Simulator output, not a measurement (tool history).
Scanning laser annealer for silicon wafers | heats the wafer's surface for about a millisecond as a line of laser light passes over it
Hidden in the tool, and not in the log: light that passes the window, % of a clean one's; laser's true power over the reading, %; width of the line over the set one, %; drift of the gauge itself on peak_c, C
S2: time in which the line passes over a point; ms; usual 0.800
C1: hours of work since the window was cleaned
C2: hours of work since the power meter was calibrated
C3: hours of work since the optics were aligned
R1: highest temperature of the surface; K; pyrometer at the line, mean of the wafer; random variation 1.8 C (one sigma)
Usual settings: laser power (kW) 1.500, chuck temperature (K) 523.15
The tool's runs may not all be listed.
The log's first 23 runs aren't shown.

Run 24, hour 858.6: usual settings; C1 63; C2 999; C3 434. Result: R1 1314.15 K.
Run 25, hour 885.6: usual settings; C1 85; C2 1021; C3 455. Result: R1 1315.15 K.
Run 26, hour 907.7: usual settings but S2 0.645 ms, chuck temperature (K) 503.15; C1 102; C2 1038; C3 473. Result: R1 1217.15 K.
Run 27, hour 932.7: usual settings but S2 0.645 ms, chuck temperature (K) 503.15; C1 122; C2 1058; C3 493. Result: R1 1216.15 K.
Run 28, hour 965.3: usual settings but chuck temperature (K) 532.15; C1 148; C2 1084; C3 518. Result: R1 1324.15 K.
Run 29, hour 994.8: usual settings but S2 0.625 ms; C1 171; C2 1107; C3 542. Result: R1 1223.15 K.
Run 30, hour 1024.8: usual settings but laser power (kW) 1.642, chuck temperature (K) 501.15; C1 195; C2 1131; C3 565. Result: R1 1357.15 K.
Run 31, hour 1050.2: usual settings but laser power (kW) 1.642, chuck temperature (K) 501.15; C1 215; C2 1151; C3 585. Result: R1 1356.15 K.
Run 32, hour 1086.2: usual settings but laser power (kW) 1.392, chuck temperature (K) 501.15; C1 243; C2 1179; C3 614. Result: R1 1236.15 K.
Run 33, hour 1122.9: usual settings but laser power (kW) 1.392, chuck temperature (K) 501.15; C1 272; C2 1208; C3 643. Result: R1 1235.15 K.
Run 34, hour 1152.0: usual settings but laser power (kW) 1.392, chuck temperature (K) 501.15; C1 295; C2 1231; C3 666. Result: R1 1232.15 K.
Run 35, hour 1186.3: usual settings but laser power (kW) 1.314, S2 0.878 ms, chuck temperature (K) 554.15; C1 322; C2 1258; C3 693. Result: R1 1283.15 K.
Run 36, hour 1223.0: usual settings but laser power (kW) 1.314, S2 0.878 ms, chuck temperature (K) 554.15; C1 352; C2 1287; C3 722. Result: R1 1279.15 K.
Run 37, hour 1269.7: usual settings but laser power (kW) 1.314, S2 0.878 ms, chuck temperature (K) 554.15; C1 388; C2 1324; C3 759. Result: R1 1281.15 K.
Run 38, hour 1310.1: usual settings but laser power (kW) 1.314, S2 0.631 ms, chuck temperature (K) 554.15; C1 420; C2 1356; C3 791. Result: R1 1174.15 K.
Run 39, hour 1352.9: usual settings but laser power (kW) 1.523, S2 0.991 ms, chuck temperature (K) 536.15; C1 454; C2 1390; C3 825. Result: R1 1412.15 K.
Run 40, hour 1394.9: usual settings but laser power (kW) 1.410, S2 0.692 ms, chuck temperature (K) 556.15; C1 487; C2 1423; C3 858. Result: R1 1248.15 K.
Run 41, hour 1435.0: usual settings but laser power (kW) 1.410, S2 0.692 ms, chuck temperature (K) 556.15; C1 519; C2 1455; C3 890. Result: R1 1243.15 K.

Forecast each of these 3 alternatives for the next run:
Run A, hour 1479.4: usual settings but laser power (kW) 1.496, S2 0.861 ms, chuck temperature (K) 520.15; C1 554; C2 1490; C3 925. Result: R1 ?.
Run B, hour 1479.4: usual settings but laser power (kW) 1.539, S2 0.964 ms, chuck temperature (K) 501.15; C1 554; C2 1490; C3 925. Result: R1 ?.
Run C, hour 1479.4: usual settings but laser power (kW) 1.564, S2 0.668 ms, chuck temperature (K) 498.15; C1 554; C2 1490; C3 925. Result: R1 ?.

run       R1
  A  1324.15
  B  1371.15
  C  1243.15
Without the tool's hidden state the same runs would have given:
run       R1
  A  1349.15
  B  1399.15
  C  1266.15
